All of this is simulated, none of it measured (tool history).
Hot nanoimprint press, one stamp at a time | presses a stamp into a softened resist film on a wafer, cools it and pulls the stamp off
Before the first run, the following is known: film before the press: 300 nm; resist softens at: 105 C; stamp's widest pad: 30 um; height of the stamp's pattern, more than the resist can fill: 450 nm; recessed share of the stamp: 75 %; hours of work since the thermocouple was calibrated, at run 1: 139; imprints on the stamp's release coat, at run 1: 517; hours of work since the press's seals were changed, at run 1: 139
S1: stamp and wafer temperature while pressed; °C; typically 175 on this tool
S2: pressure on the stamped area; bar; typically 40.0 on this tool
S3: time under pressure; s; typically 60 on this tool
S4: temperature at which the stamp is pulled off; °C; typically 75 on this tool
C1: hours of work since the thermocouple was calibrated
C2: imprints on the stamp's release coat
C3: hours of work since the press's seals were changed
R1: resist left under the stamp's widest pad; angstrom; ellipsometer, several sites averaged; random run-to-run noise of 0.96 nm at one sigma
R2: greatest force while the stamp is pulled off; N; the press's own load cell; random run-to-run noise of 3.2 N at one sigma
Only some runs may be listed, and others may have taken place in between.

run 1 hour=0.0 | S1=175 S2=40.0 S3=60 S4=75 | C1=139 C2=517 C3=139 | R1=1398 R2=162
run 2 hour=33.4 | S1=175 S2=41.2 S3=60 S4=75 | C1=161 C2=662 C3=161 | R1=1361 R2=172
run 3 hour=62.3 | S1=175 S2=41.2 S3=60 S4=75 | C1=180 C2=788 C3=180 | R1=1382 R2=174
-- hour=81.3 stamp cleaned and given a new release coat
run 4 hour=101.4 | S1=175 S2=41.2 S3=60 S4=64 | C1=201 C2=88 C3=201 | R1=1394 R2=184
run 5 hour=139.5 | S1=175 S2=41.2 S3=60 S4=64 | C1=226 C2=253 C3=226 | R1=1399 R2=191
run 6 hour=180.1 | S1=175 S2=40.0 S3=60 S4=75 | C1=253 C2=429 C3=253 | R1=1414 R2=165
run 7 hour=221.3 | S1=175 S2=40.0 S3=60 S4=75 | C1=280 C2=608 C3=280 | R1=1431 R2=165
run 8 hour=254.7 | S1=175 S2=40.0 S3=60 S4=81 | C1=302 C2=754 C3=302 | R1=1440 R2=157
-- hour=280.2 stamp cleaned and given a new release coat
run 9 hour=286.5 | S1=177 S2=40.0 S3=60 S4=81 | C1=319 C2=27 C3=319 | R1=1288 R2=133
run 10 hour=308.5 | S1=177 S2=42.3 S3=60 S4=81 | C1=333 C2=122 C3=333 | R1=1261 R2=146
run 11 hour=344.0 | S1=177 S2=42.3 S3=60 S4=81 | C1=357 C2=277 C3=357 | R1=1275 R2=141
run 12 hour=384.5 | S1=177 S2=42.3 S3=60 S4=81 | C1=383 C2=453 C3=383 | R1=1274 R2=153
run 13 hour=409.6 | S1=177 S2=42.3 S3=60 S4=81 | C1=400 C2=562 C3=400 | R1=1277 R2=156
run 14 hour=449.2 | S1=182 S2=42.3 S3=119 S4=81 | C1=426 C2=734 C3=426 | R1=749 R2=155
-- hour=479.5 stamp cleaned and given a new release coat
run 15 hour=494.2 | S1=170 S2=40.0 S3=56 S4=75 | C1=451 C2=64 C3=451 | R1=1925 R2=157
run 16 hour=538.4 | S1=167 S2=40.0 S3=44 S4=79 | C1=480 C2=256 C3=480 | R1=2301 R2=151
run 17 hour=566.1 | S1=167 S2=40.0 S3=56 S4=79 | C1=499 C2=377 C3=499 | R1=2180 R2=151

The next listed run, before its measurement:
run 18 hour=610.0 | S1=186 S2=33.5 S3=97 S4=80 | C1=528 C2=567 C3=528 | R1=? R2=?

Run 18 gave R1 744 angstrom, R2 155 N.
On a tool with no hidden condition, and with the same random variation, this run would have come out at R1 680 angstrom, R2 136 N.
